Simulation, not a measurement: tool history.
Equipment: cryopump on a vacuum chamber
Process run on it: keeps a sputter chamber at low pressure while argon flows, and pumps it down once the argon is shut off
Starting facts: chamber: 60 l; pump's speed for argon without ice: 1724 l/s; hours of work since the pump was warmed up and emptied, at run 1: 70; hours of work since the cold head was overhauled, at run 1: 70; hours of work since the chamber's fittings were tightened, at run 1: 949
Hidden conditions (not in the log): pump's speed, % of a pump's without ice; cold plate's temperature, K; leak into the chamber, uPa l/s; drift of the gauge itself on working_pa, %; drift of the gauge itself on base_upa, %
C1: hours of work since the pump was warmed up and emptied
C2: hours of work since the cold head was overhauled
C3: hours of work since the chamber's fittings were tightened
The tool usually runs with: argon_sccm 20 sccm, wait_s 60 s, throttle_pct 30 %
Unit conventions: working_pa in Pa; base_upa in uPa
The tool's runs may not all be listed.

{"run": 1, "hour": 0.0, "argon_sccm": 20, "wait_s": 60, "throttle_pct": 30, "C1": 70, "C2": 70, "C3": 949, "working_pa": 0.0662, "base_upa": 2.22}
{"run": 2, "hour": 21.8, "argon_sccm": 20, "wait_s": 60, "throttle_pct": 30, "C1": 81, "C2": 81, "C3": 960, "working_pa": 0.066, "base_upa": 2.27}
{"run": 3, "hour": 33.6, "argon_sccm": 20, "wait_s": 60, "throttle_pct": 30, "C1": 87, "C2": 87, "C3": 966, "working_pa": 0.0663, "base_upa": 2.31}
{"run": 4, "hour": 50.0, "argon_sccm": 20, "wait_s": 60, "throttle_pct": 30, "C1": 95, "C2": 95, "C3": 974, "working_pa": 0.0661, "base_upa": 2.35}
{"run": 5, "hour": 68.4, "argon_sccm": 20, "wait_s": 60, "throttle_pct": 30, "C1": 104, "C2": 104, "C3": 983, "working_pa": 0.0657, "base_upa": 2.3}
{"run": 6, "hour": 87.2, "argon_sccm": 20, "wait_s": 120, "throttle_pct": 30, "C1": 113, "C2": 113, "C3": 992, "working_pa": 0.0674, "base_upa": 1.63}
{"run": 7, "hour": 113.7, "argon_sccm": 10, "wait_s": 120, "throttle_pct": 30, "C1": 126, "C2": 126, "C3": 1005, "working_pa": 0.0346, "base_upa": 1.53}
{"run": 8, "hour": 125.1, "argon_sccm": 20, "wait_s": 60, "throttle_pct": 30, "C1": 132, "C2": 132, "C3": 1011, "working_pa": 0.0657, "base_upa": 2.35}
{"run": 9, "hour": 144.2, "argon_sccm": 20, "wait_s": 60, "throttle_pct": 30, "C1": 141, "C2": 141, "C3": 1020, "working_pa": 0.0665, "base_upa": 2.38}
{"run": 10, "hour": 170.0, "argon_sccm": 20, "wait_s": 60, "throttle_pct": 30, "C1": 154, "C2": 154, "C3": 1033, "working_pa": 0.0671, "base_upa": 2.35}
{"run": 11, "hour": 194.3, "argon_sccm": 20, "wait_s": 60, "throttle_pct": 30, "C1": 166, "C2": 166, "C3": 1045, "working_pa": 0.0676, "base_upa": 2.4}
{"run": 12, "hour": 209.8, "argon_sccm": 20, "wait_s": 60, "throttle_pct": 30, "C1": 174, "C2": 174, "C3": 1053, "working_pa": 0.0675, "base_upa": 2.37}
{"run": 13, "hour": 231.9, "argon_sccm": 20, "wait_s": 151, "throttle_pct": 30, "C1": 185, "C2": 185, "C3": 1064, "working_pa": 0.0666, "base_upa": 1.56}
{"run": 14, "hour": 245.0, "argon_sccm": 20, "wait_s": 60, "throttle_pct": 30, "C1": 191, "C2": 191, "C3": 1070, "working_pa": 0.067, "base_upa": 2.37}
{"run": 15, "hour": 264.6, "argon_sccm": 20, "wait_s": 60, "throttle_pct": 30, "C1": 201, "C2": 201, "C3": 1080, "working_pa": 0.0668, "base_upa": 2.46}
{"run": 16, "hour": 290.9, "argon_sccm": 20, "wait_s": 60, "throttle_pct": 30, "C1": 214, "C2": 214, "C3": 1093, "working_pa": 0.0666, "base_upa": 2.38}
{"run": 17, "hour": 316.9, "argon_sccm": 20, "wait_s": 60, "throttle_pct": 30, "C1": 227, "C2": 227, "C3": 1106, "working_pa": 0.0671, "base_upa": 2.41}
{"run": 18, "hour": 335.7, "argon_sccm": 9, "wait_s": 32, "throttle_pct": 24, "C1": 236, "C2": 236, "C3": 1115, "working_pa": 0.0384, "base_upa": 3.58}
{"run": 19, "hour": 352.5, "argon_sccm": 10, "wait_s": 30, "throttle_pct": 46, "C1": 244, "C2": 244, "C3": 1124, "working_pa": 0.0217, "base_upa": 3.72}
{"run": 20, "hour": 378.9, "argon_sccm": 20, "wait_s": 27, "throttle_pct": 40, "C1": 257, "C2": 257, "C3": 1137, "working_pa": 0.0505, "base_upa": 4.06}
{"run": 21, "hour": 393.8, "argon_sccm": 20, "wait_s": 94, "throttle_pct": 30, "C1": 265, "C2": 265, "C3": 1144, "working_pa": 0.0673, "base_upa": 1.93}
{"run": 22, "hour": 410.0, "argon_sccm": 20, "wait_s": 94, "throttle_pct": 30, "C1": 273, "C2": 273, "C3": 1152, "working_pa": 0.0667, "base_upa": 2.08}
{"run": 23, "hour": 424.3, "argon_sccm": 11, "wait_s": 60, "throttle_pct": 30, "C1": 280, "C2": 280, "C3": 1159, "working_pa": 0.0369, "base_upa": 2.46}
{"run": 24, "hour": 441.1, "argon_sccm": 11, "wait_s": 60, "throttle_pct": 30, "C1": 288, "C2": 288, "C3": 1167, "working_pa": 0.0373, "base_upa": 2.53}
{"run": 25, "hour": 460.1, "argon_sccm": 28, "wait_s": 46, "throttle_pct": 36, "C1": 298, "C2": 298, "C3": 1177, "working_pa": 0.08, "base_upa": 2.89}
{"run": 26, "hour": 474.5, "argon_sccm": 28, "wait_s": 46, "throttle_pct": 36, "C1": 305, "C2": 305, "C3": 1184, "working_pa": 0.0797, "base_upa": 2.83}

What will run 27 give?
{"run": 27, "hour": 492.1, "argon_sccm": 20, "wait_s": 60, "throttle_pct": 46, "C1": 313, "C2": 313, "C3": 1193, "working_pa": "?", "base_upa": "?"}

{"run 27": {"working_pa": 0.0448, "base_upa": 2.57}}
Had the tool carried no hidden state, the very same run would have given working_pa 0.0426 Pa, base_upa 1.54 uPa.
